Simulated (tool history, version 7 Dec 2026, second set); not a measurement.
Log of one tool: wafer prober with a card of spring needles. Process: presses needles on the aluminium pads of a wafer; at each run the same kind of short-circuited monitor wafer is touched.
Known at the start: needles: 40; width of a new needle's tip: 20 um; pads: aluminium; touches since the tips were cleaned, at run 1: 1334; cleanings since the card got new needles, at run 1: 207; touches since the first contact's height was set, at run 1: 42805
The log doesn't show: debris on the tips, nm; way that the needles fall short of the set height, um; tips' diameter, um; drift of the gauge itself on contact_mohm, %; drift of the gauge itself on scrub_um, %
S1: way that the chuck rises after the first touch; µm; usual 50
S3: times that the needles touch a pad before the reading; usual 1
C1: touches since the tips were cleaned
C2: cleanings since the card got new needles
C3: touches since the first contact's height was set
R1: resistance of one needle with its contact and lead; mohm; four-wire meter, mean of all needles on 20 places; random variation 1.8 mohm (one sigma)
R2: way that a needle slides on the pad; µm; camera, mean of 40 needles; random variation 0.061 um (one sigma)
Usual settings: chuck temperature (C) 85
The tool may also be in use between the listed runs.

run 1 day=0 | S1=50 chuck_temperature_(C)=85 S3=1 | C1=1334 C2=207 C3=42805 | R1=550 R2=9.71
-- day=0.042 tips cleaned on abrasive film
-- day=0.233 tips cleaned on abrasive film
-- day=0.383 tips cleaned on abrasive film
-- day=0.533 tips cleaned on abrasive film
-- day=0.683 tips cleaned on abrasive film
-- day=0.871 tips cleaned on abrasive film
-- day=1.058 tips cleaned on abrasive film
-- day=1.212 tips cleaned on abrasive film
-- day=1.362 tips cleaned on abrasive film
-- day=1.512 tips cleaned on abrasive film
-- day=1.662 tips cleaned on abrasive film
-- day=1.85 tips cleaned on abrasive film
run 2 day=1.971 | S1=50 chuck_temperature_(C)=85 S3=1 | C1=1440 C2=219 C3=65896 | R1=610 R2=9.45
-- day=2.012 tips cleaned on abrasive film
-- day=2.2 tips cleaned on abrasive film
-- day=2.35 tips cleaned on abrasive film
-- day=2.538 tips cleaned on abrasive film
-- day=2.692 tips cleaned on abrasive film
-- day=2.842 tips cleaned on abrasive film
-- day=3.029 tips cleaned on abrasive film
-- day=3.217 tips cleaned on abrasive film
-- day=3.367 tips cleaned on abrasive film
-- day=3.517 tips cleaned on abrasive film
-- day=3.704 tips cleaned on abrasive film
-- day=3.892 tips cleaned on abrasive film
-- day=4.046 tips cleaned on abrasive film
-- day=4.196 tips cleaned on abrasive film
run 3 day=4.312 | S1=50 chuck_temperature_(C)=85 S3=1 | C1=1401 C2=233 C3=93329 | R1=608 R2=9.32
-- day=4.354 tips cleaned on abrasive film
-- day=4.504 tips cleaned on abrasive film
-- day=4.654 tips cleaned on abrasive film
-- day=4.804 tips cleaned on abrasive film
-- day=4.992 tips cleaned on abrasive film
-- day=5.183 tips cleaned on abrasive film
-- day=5.333 tips cleaned on abrasive film
-- day=5.521 tips cleaned on abrasive film
-- day=6.021 card fitted with new needles
-- day=6.171 tips cleaned on abrasive film
-- day=6.358 tips cleaned on abrasive film
-- day=6.508 tips cleaned on abrasive film
-- day=6.662 tips cleaned on abrasive film
-- day=6.812 tips cleaned on abrasive film
-- day=6.962 tips cleaned on abrasive film
-- day=7.15 tips cleaned on abrasive film
-- day=7.3 tips cleaned on abrasive film
-- day=7.454 tips cleaned on abrasive film
-- day=7.642 tips cleaned on abrasive film
-- day=7.792 tips cleaned on abrasive film
-- day=7.979 tips cleaned on abrasive film
run 4 day=8.112 | S1=50 chuck_temperature_(C)=85 S3=1 | C1=1617 C2=12 C3=24559 | R1=425 R2=9.64
-- day=8.154 tips cleaned on abrasive film
-- day=8.304 tips cleaned on abrasive film
-- day=8.492 tips cleaned on abrasive film
-- day=8.679 tips cleaned on abrasive film
-- day=8.833 tips cleaned on abrasive film
-- day=9.021 tips cleaned on abrasive film
-- day=9.171 tips cleaned on abrasive film
-- day=9.321 tips cleaned on abrasive film
-- day=9.471 tips cleaned on abrasive film
-- day=9.658 tips cleaned on abrasive film
-- day=9.812 tips cleaned on abrasive film
-- day=9.962 tips cleaned on abrasive film
run 5 day=9.983 | S1=50 chuck_temperature_(C)=85 S3=1 | C1=265 C2=24 C3=46442 | R1=265 R2=9.56
-- day=10.133 tips cleaned on abrasive film
-- day=10.288 tips cleaned on abrasive film
-- day=10.438 tips cleaned on abrasive film
-- day=10.588 tips cleaned on abrasive film
-- day=10.738 tips cleaned on abrasive film
-- day=10.929 tips cleaned on abrasive film
-- day=11.079 tips cleaned on abrasive film
-- day=11.229 tips cleaned on abrasive film
-- day=11.417 tips cleaned on abrasive film
-- day=11.604 tips cleaned on abrasive film
-- day=11.792 tips cleaned on abrasive film
-- day=11.942 tips cleaned on abrasive film
-- day=12.129 tips cleaned on abrasive film
-- day=12.283 tips cleaned on abrasive film
-- day=12.433 tips cleaned on abrasive film
-- day=12.621 tips cleaned on abrasive film
-- day=12.771 tips cleaned on abrasive film
-- day=12.958 tips cleaned on abrasive film
run 6 day=13.025 | S1=50 chuck_temperature_(C)=85 S3=1 | C1=796 C2=42 C3=82092 | R1=356 R2=9.31
-- day=13.142 tips cleaned on abrasive film
-- day=13.292 tips cleaned on abrasive film
-- day=13.442 tips cleaned on abrasive film
-- day=13.592 tips cleaned on abrasive film
-- day=13.779 tips cleaned on abrasive film
-- day=13.933 tips cleaned on abrasive film
-- day=14.083 tips cleaned on abrasive film
-- day=14.271 tips cleaned on abrasive film
-- day=14.458 tips cleaned on abrasive film
-- day=14.608 tips cleaned on abrasive film
-- day=14.758 tips cleaned on abrasive film
run 7 day=14.892 | S1=49 chuck_temperature_(C)=31 S3=2 | C1=1572 C2=53 C3=103959 | R1=392 R2=8.93
-- day=14.933 tips cleaned on abrasive film
-- day=15.083 tips cleaned on abrasive film
-- day=15.271 tips cleaned on abrasive film
-- day=15.458 tips cleaned on abrasive film
-- day=15.646 tips cleaned on abrasive film
-- day=15.833 tips cleaned on abrasive film
-- day=16.021 tips cleaned on abrasive film
-- day=16.208 tips cleaned on abrasive film
-- day=16.396 tips cleaned on abrasive film
-- day=16.546 tips cleaned on abrasive film
-- day=16.633 height of the first contact set anew
-- day=16.75 tips cleaned on abrasive film
-- day=16.938 tips cleaned on abrasive film
-- day=17.125 tips cleaned on abrasive film
-- day=17.312 tips cleaned on abrasive film
-- day=17.5 tips cleaned on abrasive film
-- day=17.65 tips cleaned on abrasive film
-- day=17.838 tips cleaned on abrasive film
-- day=18.025 tips cleaned on abrasive film
run 8 day=18.158 | S1=59 chuck_temperature_(C)=42 S3=2 | C1=1604 C2=71 C3=17928 | R1=301 R2=11.6
-- day=18.2 tips cleaned on abrasive film
-- day=18.388 tips cleaned on abrasive film
-- day=18.538 tips cleaned on abrasive film
-- day=18.688 tips cleaned on abrasive film
-- day=18.842 tips cleaned on abrasive film
-- day=18.992 tips cleaned on abrasive film
-- day=19.179 tips cleaned on abrasive film
-- day=19.329 tips cleaned on abrasive film
-- day=19.479 tips cleaned on abrasive film
-- day=19.633 tips cleaned on abrasive film
-- day=19.783 tips cleaned on abrasive film
-- day=19.971 tips cleaned on abrasive film
-- day=20.121 tips cleaned on abrasive film
-- day=20.271 tips cleaned on abrasive film
-- day=20.458 tips cleaned on abrasive film
-- day=20.612 tips cleaned on abrasive film
-- day=20.8 tips cleaned on abrasive film
run 9 day=20.846 | S1=59 chuck_temperature_(C)=42 S3=2 | C1=585 C2=88 C3=49396 | R1=254 R2=11.4
-- day=20.962 tips cleaned on abrasive film
-- day=21.112 tips cleaned on abrasive film
-- day=21.262 tips cleaned on abrasive film
-- day=21.417 tips cleaned on abrasive film
-- day=21.567 tips cleaned on abrasive film
-- day=21.754 tips cleaned on abrasive film
-- day=21.942 tips cleaned on abrasive film
-- day=22.092 tips cleaned on abrasive film
-- day=22.242 tips cleaned on abrasive film
-- day=22.396 tips cleaned on abrasive film
-- day=22.583 tips cleaned on abrasive film
-- day=22.771 tips cleaned on abrasive film
-- day=22.921 tips cleaned on abrasive film
-- day=23.071 tips cleaned on abrasive film
run 10 day=23.071 | S1=68 chuck_temperature_(C)=62 S3=1 | C1=0 C2=102 C3=75432 | R1=193 R2=13.15
-- day=23.258 tips cleaned on abrasive film
-- day=23.412 tips cleaned on abrasive film
-- day=23.562 tips cleaned on abrasive film
-- day=23.75 tips cleaned on abrasive film
-- day=23.938 tips cleaned on abrasive film
-- day=24.125 tips cleaned on abrasive film
-- day=24.312 tips cleaned on abrasive film
-- day=24.5 tips cleaned on abrasive film
-- day=24.688 tips cleaned on abrasive film
-- day=24.875 tips cleaned on abrasive film
-- day=25.025 tips cleaned on abrasive film
-- day=25.212 tips cleaned on abrasive film
-- day=25.367 tips cleaned on abrasive film
-- day=25.517 tips cleaned on abrasive film
-- day=25.704 tips cleaned on abrasive film
-- day=25.854 tips cleaned on abrasive film
-- day=26.008 tips cleaned on abrasive film
-- day=26.196 tips cleaned on abrasive film
-- day=26.383 tips cleaned on abrasive film
-- day=26.533 tips cleaned on abrasive film
-- day=26.721 tips cleaned on abrasive film
-- day=26.908 tips cleaned on abrasive film
run 11 day=26.979 | S1=68 chuck_temperature_(C)=62 S3=1 | C1=876 C2=124 C3=121303 | R1=320 R2=12.77
-- day=27.096 tips cleaned on abrasive film
-- day=27.217 height of the first contact set anew
-- day=27.258 tips cleaned on abrasive film
-- day=27.446 tips cleaned on abrasive film
-- day=27.596 tips cleaned on abrasive film
-- day=27.783 tips cleaned on abrasive film
-- day=27.938 tips cleaned on abrasive film
-- day=28.088 tips cleaned on abrasive film
-- day=28.238 tips cleaned on abrasive film
-- day=28.425 tips cleaned on abrasive film
-- day=28.612 tips cleaned on abrasive film
-- day=28.8 tips cleaned on abrasive film
run 12 day=28.85 | S1=68 chuck_temperature_(C)=62 S3=1 | C1=584 C2=135 C3=19113 | R1=260 R2=13.34

Some steps in R1 between neighbouring runs. How much of each would the tool show without its hidden state too (settings, what came in, random variation), and how much is left for the hidden state, with any gauge scatter that isn't in both results?
Run 3 -> 4: tips cleaned on abrasive film, tips cleaned on abrasive film, tips cleaned on abrasive film, tips cleaned on abrasive film, tips cleaned on abrasive film, tips cleaned on abrasive film, tips cleaned on abrasive film, tips cleaned on abrasive film, card fitted with new needles, tips cleaned on abrasive film, tips cleaned on abrasive film, tips cleaned on abrasive film, tips cleaned on abrasive film, tips cleaned on abrasive film, tips cleaned on abrasive film, tips cleaned on abrasive film, tips cleaned on abrasive film, tips cleaned on abrasive film, tips cleaned on abrasive film, tips cleaned on abrasive film, tips cleaned on abrasive film. R1 -183 mohm: hidden state -182, all else -1.
